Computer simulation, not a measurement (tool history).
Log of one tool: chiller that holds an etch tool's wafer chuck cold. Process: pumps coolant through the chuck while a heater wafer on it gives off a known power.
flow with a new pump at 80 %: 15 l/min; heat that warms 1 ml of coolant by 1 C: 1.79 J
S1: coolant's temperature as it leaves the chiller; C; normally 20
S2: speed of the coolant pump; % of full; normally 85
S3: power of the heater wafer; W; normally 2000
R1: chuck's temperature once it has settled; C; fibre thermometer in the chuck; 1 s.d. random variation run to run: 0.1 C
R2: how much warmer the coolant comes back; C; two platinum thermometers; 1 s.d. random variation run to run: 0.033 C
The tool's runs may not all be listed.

run,hour,S1,S2,S3,R1,R2
1,0.0,20,85,2000,36.3,4.28
2,36.7,20,85,2000,36.4,4.23
3,66.6,20,85,2000,36.4,4.24
4,97.7,20,85,2000,36.5,4.29
5,117.5,16,85,2000,32.5,4.21
6,157.5,16,85,2000,32.3,4.28
7,179.4,16,85,2000,32.4,4.26
8,197.3,16,85,2000,32.3,4.21
9,222.7,20,85,1290,30.7,2.71
10,260.3,20,85,2000,36.4,4.25
11,276.8,20,68,2000,38.8,5.33
12,301.2,20,95,2000,35.7,3.84
13,326.0,20,85,1596,33.2,3.41
14,348.0,20,85,1596,33.1,3.40
15,367.4,17,85,2000,33.6,4.20
16,402.9,17,85,2000,33.6,4.26
17,427.1,20,86,2655,41.9,5.59
18,466.8,20,86,2655,41.9,5.59
19,505.9,22,86,2655,43.9,5.60
20,528.5,23,79,1009,31.8,2.36
# hour 531.9: chiller's thermometer calibrated
21,553.3,23,85,2125,40.7,4.52
22,589.4,23,85,2125,40.8,4.57
# hour 610.3: chiller's thermometer calibrated, once more
23,615.6,20,85,1974,36.5,4.24
24,635.8,22,85,2000,38.6,4.28
25,668.6,24,72,1341,36.4,3.45
26,708.2,24,72,1341,36.3,3.43
27,744.6,24,72,1341,36.1,3.44
28,783.2,11,91,1332,21.8,2.67
29,813.3,11,91,1332,21.7,2.67
30,836.9,29,91,1332,39.7,2.69
31,873.7,20,85,2613,41.8,5.59
32,905.0,15,76,1391,27.6,3.32

Consider 3 possible next runs. They are alternatives, not a sequence: every one starts from the tool as it was left by run 32. What does each give?
A,942.0,12,80,1391,?,?
B,942.0,25,85,1577,?,?
C,942.0,15,76,2609,?,?

run,R1,R2
A,24.2,3.20
B,38.3,3.38
C,38.4,6.31
With the hidden condition removed and each run's random variation left untouched, the same runs would have given:
run,R1,R2
A,22.5,3.11
B,36.4,3.30
C,35.1,6.15

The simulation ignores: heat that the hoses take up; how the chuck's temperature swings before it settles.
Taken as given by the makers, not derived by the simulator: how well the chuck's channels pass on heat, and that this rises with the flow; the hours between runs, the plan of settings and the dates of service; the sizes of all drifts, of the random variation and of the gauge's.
